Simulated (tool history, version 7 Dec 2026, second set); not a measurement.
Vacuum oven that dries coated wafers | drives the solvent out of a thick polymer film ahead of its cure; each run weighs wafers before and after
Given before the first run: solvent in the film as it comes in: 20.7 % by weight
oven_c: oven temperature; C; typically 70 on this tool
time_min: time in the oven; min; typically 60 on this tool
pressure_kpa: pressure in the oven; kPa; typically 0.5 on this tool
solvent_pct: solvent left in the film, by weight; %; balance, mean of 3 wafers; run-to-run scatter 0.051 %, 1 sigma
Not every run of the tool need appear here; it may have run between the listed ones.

run,day,oven_c,time_min,pressure_kpa,solvent_pct
1,0,70,60,0.5,1.86
2,0.742,70,60,0.5,1.9
3,1.192,70,60,0.5,1.84
4,2.025,70,60,0.5,1.87
5,2.858,70,60,0.5,1.96
6,3.608,70,60,0.5,1.92
7,4.567,70,60,0.5,1.92
8,5.354,70,60,0.5,1.89
9,5.821,70,60,0.5,1.94
10,6.396,70,60,0.5,1.86
11,6.867,70,60,0.5,2
12,7.688,70,60,0.5,1.81
13,8.142,70,60,0.5,1.84
14,9.154,70,60,0.5,1.86
15,9.875,70,60,0.5,1.88
16,10.675,70,60,0.5,1.97
17,11.571,70,60,0.5,1.97
18,12.221,70,60,0.5,1.89
19,13.004,64,33,1.182,8.29
20,13.725,64,33,1.182,8.11
21,14.4,64,33,1.182,8.5
22,15.029,64,33,1.182,8.25
23,15.783,84,33,1.182,0.89
24,16.854,84,33,1.182,0.95
25,17.746,70,43,0.5,3.47
26,18.625,70,40,0.52,3.89
27,19.642,71,71,0.52,1.24
28,20.333,76,71,0.801,0.68
29,20.904,70,58,0.331,2.02
30,21.446,70,58,0.331,2.1
31,22.388,70,58,0.331,2.03
32,22.858,70,58,0.331,2.15
33,23.896,55,37,0.331,11.38
34,24.679,65,60,1.217,4.42
35,25.671,65,60,1.217,4.54
36,26.425,65,43,0.763,6.13

What if the next run were any one of these 3? Each begins from the tool's condition after run 36:
A,27.071,61,30,0.279,?
B,27.071,65,60,1.736,?
C,27.071,67,43,1.762,?

run,solvent_pct
A,9.88
B,4.77
C,5.67
Without the tool's hidden state the same runs would have given:
run,solvent_pct
A,8.99
B,3.9
C,4.76
